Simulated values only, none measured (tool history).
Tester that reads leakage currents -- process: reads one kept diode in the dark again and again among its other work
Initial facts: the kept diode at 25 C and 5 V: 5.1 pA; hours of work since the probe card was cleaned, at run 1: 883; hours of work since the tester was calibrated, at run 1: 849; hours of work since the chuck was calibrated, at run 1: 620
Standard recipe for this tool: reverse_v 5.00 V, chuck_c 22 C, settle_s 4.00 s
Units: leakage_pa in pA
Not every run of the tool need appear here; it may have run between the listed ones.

run    hour  reverse_v  chuck_c  settle_s  hours of work since the probe card was cleaned  hours of work since the tester was calibrated  hours of work since the chuck was calibrated  leakage_pa
  1     0.0       5.00       22      4.00                                             883                                            849                                           620        4.50
  2    41.1       5.00       53      4.00                                             907                                            873                                           644       37.18
  3    83.3       5.00       53      4.00                                             931                                            897                                           668       36.93
  4   103.6       5.00       22      4.00                                             943                                            909                                           680        4.47
  5   121.8       5.00       22      4.00                                             954                                            920                                           691        4.42
  6   145.4       5.00       22      4.00                                             967                                            933                                           705        4.48
  7   172.5       5.00       22      4.00                                             983                                            949                                           720        4.49
  8   198.7      12.97       22      4.00                                             998                                            964                                           736        6.68
  9   237.5      12.97       53      4.00                                            1021                                            987                                           758       51.45
 10   268.4      12.97       53      4.00                                            1039                                           1005                                           776       51.69
 11   299.7       5.00       22      4.00                                            1057                                           1023                                           794        4.47
 12   332.3       1.26       22      4.00                                            1076                                           1042                                           813        2.66
 13   355.3       5.00       22      4.00                                            1090                                           1056                                           827        4.44
 14   380.9      13.11       22      4.00                                            1104                                           1071                                           842        6.80
 15   404.3       5.00       22      3.11                                            1118                                           1084                                           855        4.56
      423.6  -- probe card cleaned and baked
 16   432.8       5.00       22      4.00                                               5                                           1099                                           870        4.45
 17   463.7       5.00       41      4.00                                              23                                           1117                                           888       16.75
 18   506.5       5.00       41      4.00                                              48                                           1142                                           913       16.83
 19   544.0       5.00       22      1.38                                              70                                           1164                                           935        5.09
 20   567.6       3.53       22      1.38                                              84                                           1177                                           949        4.29
 21   589.2       3.53       22      1.38                                              96                                           1190                                           961        4.31
 22   632.7       7.74       43      0.35                                             122                                           1215                                           987       27.61
 23   657.4       7.74       43      0.35                                             136                                           1230                                          1001       27.52
 24   687.5       7.74       43      0.35                                             154                                           1247                                          1018       27.71
 25   729.5       5.41       23      0.40                                             178                                           1272                                          1043        8.08
 26   766.9       2.16       28      3.43                                             200                                           1294                                          1065        5.07
 27   802.8       2.16       28      3.43                                             221                                           1314                                          1086        5.10
 28   845.6      19.63       41      5.40                                             246                                           1339                                          1110       27.34
 29   868.2       1.51       27      3.40                                             259                                           1353                                          1124        4.23
 30   910.8      10.08       51      4.00                                             284                                           1377                                          1148       41.56
 31   933.5      10.08       51      4.00                                             297                                           1391                                          1162       41.56
 32   962.5      10.08       51      4.00                                             314                                           1407                                          1179       41.50
 33   991.7       2.93       24      2.35                                             331                                           1424                                          1196        4.38
 34  1016.7       2.67       21      2.35                                             345                                           1439                                          1210        3.41
 35  1039.9       2.67       21      2.35                                             359                                           1452                                          1224        3.33
 36  1071.6       2.67       21      6.71                                             377                                           1471                                          1242        3.22
 37  1089.8       1.47       22      5.18                                             388                                           1482                                          1253        2.81

For run 38, what comes out?
 38  1132.5       1.47       22      5.18                                             413                                           1506                                          1278           ?

leakage_pa: 2.80 pA
With the hidden condition absent and the run-to-run variation left alone, this run would have shown leakage_pa 2.80 pA.

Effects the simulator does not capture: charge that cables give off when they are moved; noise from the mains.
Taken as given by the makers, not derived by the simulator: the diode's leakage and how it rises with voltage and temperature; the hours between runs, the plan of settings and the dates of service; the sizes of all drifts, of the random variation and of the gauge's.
